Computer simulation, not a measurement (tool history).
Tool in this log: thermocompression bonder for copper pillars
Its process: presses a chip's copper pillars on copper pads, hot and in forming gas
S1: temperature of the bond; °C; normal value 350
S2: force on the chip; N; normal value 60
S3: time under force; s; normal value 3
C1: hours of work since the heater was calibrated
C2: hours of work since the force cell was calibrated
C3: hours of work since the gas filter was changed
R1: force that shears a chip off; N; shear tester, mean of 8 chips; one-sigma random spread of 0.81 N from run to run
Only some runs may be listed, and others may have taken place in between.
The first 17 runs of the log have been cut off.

| run | hour | S1 | S2 | S3 | C1 | C2 | C3 | R1 |
|---|---|---|---|---|---|---|---|---|
| 18 | 148.6 | 350 | 60 | 6 | 683 | 309 | 259 | 67.3 |
|  | 153.2 | forming gas filter changed |
| 19 | 155.3 | 350 | 60 | 6 | 688 | 313 | 1 | 75.1 |
| 20 | 166.2 | 350 | 60 | 2 | 696 | 321 | 9 | 54.3 |
| 21 | 177.4 | 350 | 60 | 2 | 703 | 329 | 17 | 55.6 |
| 22 | 188.9 | 350 | 80 | 8 | 712 | 337 | 25 | 89.6 |
| 23 | 195.7 | 320 | 83 | 5 | 716 | 342 | 30 | 70.9 |
| 24 | 205.4 | 349 | 41 | 2 | 723 | 349 | 37 | 44 |
| 25 | 214.6 | 349 | 41 | 2 | 730 | 355 | 43 | 42.8 |
| 26 | 225.1 | 349 | 50 | 2 | 737 | 362 | 51 | 48.3 |
| 27 | 234.6 | 332 | 67 | 8 | 744 | 369 | 58 | 77.2 |
| 28 | 243.9 | 351 | 67 | 8 | 751 | 376 | 64 | 85.6 |
| 29 | 251.5 | 351 | 58 | 5 | 756 | 381 | 70 | 70.7 |
| 30 | 259.6 | 368 | 60 | 3 | 762 | 387 | 75 | 66.6 |
| 31 | 268 | 368 | 60 | 3 | 768 | 393 | 81 | 67.7 |
| 32 | 278.9 | 348 | 47 | 3 | 775 | 401 | 89 | 52.9 |
| 33 | 287.9 | 367 | 60 | 4 | 782 | 407 | 95 | 71.8 |
| 34 | 296 | 367 | 60 | 4 | 787 | 413 | 101 | 72.7 |
| 35 | 301.2 | 362 | 47 | 9 | 791 | 416 | 105 | 76.3 |
| 36 | 309.8 | 362 | 47 | 9 | 797 | 422 | 111 | 77.3 |

What if the next run were any one of these 5? Each begins from the tool's condition after run 36:
| A | 320.8 | 348 | 44 | 3 | 805 | 430 | 119 | ? |
| B | 320.8 | 350 | 60 | 2 | 805 | 430 | 119 | ? |
| C | 320.8 | 322 | 63 | 2 | 805 | 430 | 119 | ? |
| D | 320.8 | 324 | 41 | 2 | 805 | 430 | 119 | ? |
| E | 320.8 | 362 | 83 | 9 | 805 | 430 | 119 | ? |

| run | R1 |
|---|---|
| A | 49.7 |
| B | 53.4 |
| C | 44.6 |
| D | 34.6 |
| E | 90.3 |
Without the tool's unlogged condition, the same runs would have read:
| run | R1 |
|---|---|
| A | 53.1 |
| B | 57 |
| C | 47.8 |
| D | 37.2 |
| E | 95.4 |
